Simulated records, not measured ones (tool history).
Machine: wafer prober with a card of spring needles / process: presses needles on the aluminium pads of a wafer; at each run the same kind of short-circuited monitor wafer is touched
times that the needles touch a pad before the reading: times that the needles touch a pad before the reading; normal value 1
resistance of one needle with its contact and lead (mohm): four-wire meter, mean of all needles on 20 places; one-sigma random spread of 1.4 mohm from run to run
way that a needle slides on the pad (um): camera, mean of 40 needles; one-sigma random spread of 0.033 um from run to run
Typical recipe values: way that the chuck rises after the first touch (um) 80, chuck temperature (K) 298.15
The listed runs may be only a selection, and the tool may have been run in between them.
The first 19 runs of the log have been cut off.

| run | hour | way that the chuck rises after the first touch (um) | chuck temperature (K) | times that the needles touch a pad before the reading | touches since the tips were cleaned | cleanings since the card got new needles | touches since the first contact's height was set | resistance of one needle with its contact and lead (mohm) | way that a needle slides on the pad (um) |
|---|---|---|---|---|---|---|---|---|---|
|  | 505.5 | tips cleaned on abrasive film |
| 20 | 510.7 | 91 | 298.15 | 2 | 1676 | 52 | 118533 | 182 | 23.03 |
|  | 525.7 | tips cleaned on abrasive film |
| 21 | 542.3 | 91 | 298.15 | 3 | 5408 | 53 | 128784 | 177 | 23.03 |
|  | 545 | tips cleaned on abrasive film |
| 22 | 558.8 | 91 | 298.15 | 3 | 4505 | 54 | 134117 | 171 | 23.06 |
|  | 565.2 | tips cleaned on abrasive film |
| 23 | 583 | 79 | 298.15 | 2 | 5786 | 55 | 141955 | 236 | 19.91 |
|  | 586.2 | tips cleaned on abrasive film |
| 24 | 602.2 | 79 | 298.15 | 2 | 5190 | 56 | 148149 | 234 | 19.93 |
|  | 607.2 | tips cleaned on abrasive film |
|  | 626.9 | tips cleaned on abrasive film |
| 25 | 629.2 | 79 | 298.15 | 2 | 770 | 58 | 156875 | 167 | 19.8 |
|  | 646.2 | tips cleaned on abrasive film |
| 26 | 664.3 | 79 | 298.15 | 2 | 5877 | 59 | 168246 | 238 | 19.9 |
|  | 667.1 | tips cleaned on abrasive film |
| 27 | 680.3 | 79 | 298.15 | 2 | 4287 | 60 | 173397 | 234 | 19.79 |
|  | 687.8 | tips cleaned on abrasive film |
|  | 706.8 | tips cleaned on abrasive film |
| 28 | 714.6 | 74 | 307.15 | 2 | 2538 | 62 | 184498 | 220 | 18.51 |
|  | 727.5 | tips cleaned on abrasive film |
| 29 | 740 | 74 | 307.15 | 2 | 4071 | 63 | 192708 | 238 | 18.47 |
|  | 747.2 | tips cleaned on abrasive film |
| 30 | 755.3 | 73 | 361.15 | 2 | 2640 | 64 | 197647 | 228 | 18.21 |
|  | 767 | tips cleaned on abrasive film |
|  | 786.9 | tips cleaned on abrasive film |
| 31 | 790.7 | 73 | 361.15 | 2 | 1238 | 66 | 209080 | 202 | 18.14 |

Here are 4 independent what-if runs from the current tool condition. What would each one return?
|  | 807.6 | tips cleaned on abrasive film |
| A | 808.2 | 76 | 300.15 | 1 | 178 | 67 | 214727 | ? | ? |
|  | 807.6 | tips cleaned on abrasive film |
| B | 808.2 | 69 | 298.15 | 1 | 178 | 67 | 214727 | ? | ? |
|  | 807.6 | tips cleaned on abrasive film |
| C | 808.2 | 63 | 304.15 | 1 | 178 | 67 | 214727 | ? | ? |
|  | 807.6 | tips cleaned on abrasive film |
| D | 808.2 | 96 | 398.15 | 2 | 178 | 67 | 214727 | ? | ? |

| run | resistance of one needle with its contact and lead (mohm) | way that a needle slides on the pad (um) |
|---|---|---|
| A | 158 | 18.95 |
| B | 165 | 17.09 |
| C | 172 | 15.55 |
| D | 150 | 24.17 |
Take away the tool's hidden state, keep each run's random variation, and the runs would have read:
| run | resistance of one needle with its contact and lead (mohm) | way that a needle slides on the pad (um) |
|---|---|---|
| A | 131 | 19.66 |
| B | 133 | 17.79 |
| C | 133 | 16.25 |
| D | 140 | 24.88 |

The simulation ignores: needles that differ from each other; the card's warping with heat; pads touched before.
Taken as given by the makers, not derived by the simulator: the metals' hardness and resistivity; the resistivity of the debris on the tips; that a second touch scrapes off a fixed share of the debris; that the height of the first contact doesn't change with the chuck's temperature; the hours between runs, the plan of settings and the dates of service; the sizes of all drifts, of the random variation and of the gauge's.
